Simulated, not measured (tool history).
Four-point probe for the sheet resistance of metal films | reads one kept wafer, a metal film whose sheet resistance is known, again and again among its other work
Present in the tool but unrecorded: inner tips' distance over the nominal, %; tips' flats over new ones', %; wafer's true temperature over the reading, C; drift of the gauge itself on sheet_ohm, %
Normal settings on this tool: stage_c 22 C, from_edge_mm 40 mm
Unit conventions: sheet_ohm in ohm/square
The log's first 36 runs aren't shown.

run	hour	stage_c	from_edge_mm	touches since the probe head was changed	hours of work since the stage's thermometer was calibrated	sheet_ohm
37	2913.1	20	35	14877	1016	1.474809
38	2969.2	20	15	16286	1053	1.477963
39	3069.3	22	15	18804	1118	1.47758
40	3144.2	23	28	20688	1167	1.475587
41	3231.7	21	13	22886	1224	1.47811
42	3314.6	33	10	24970	1277	1.483869
43	3432.1	20	10	27926	1354	1.480409
44	3488.1	22	58	29335	1390	1.473922
45	3574	22	58	31494	1446	1.473226

Below are 3 alternative next runs, each starting from the tool's condition after run 45. Predict each:
A	3674.7	19	18	34026	1512	?
B	3674.7	26	5	34026	1512	?
C	3674.7	22	5	34026	1512	?

run	sheet_ohm
A	1.474894
B	1.504087
C	1.503882
Had the tool no hidden state, the same runs would have come out as:
run	sheet_ohm
A	1.47873
B	1.508036
C	1.507804

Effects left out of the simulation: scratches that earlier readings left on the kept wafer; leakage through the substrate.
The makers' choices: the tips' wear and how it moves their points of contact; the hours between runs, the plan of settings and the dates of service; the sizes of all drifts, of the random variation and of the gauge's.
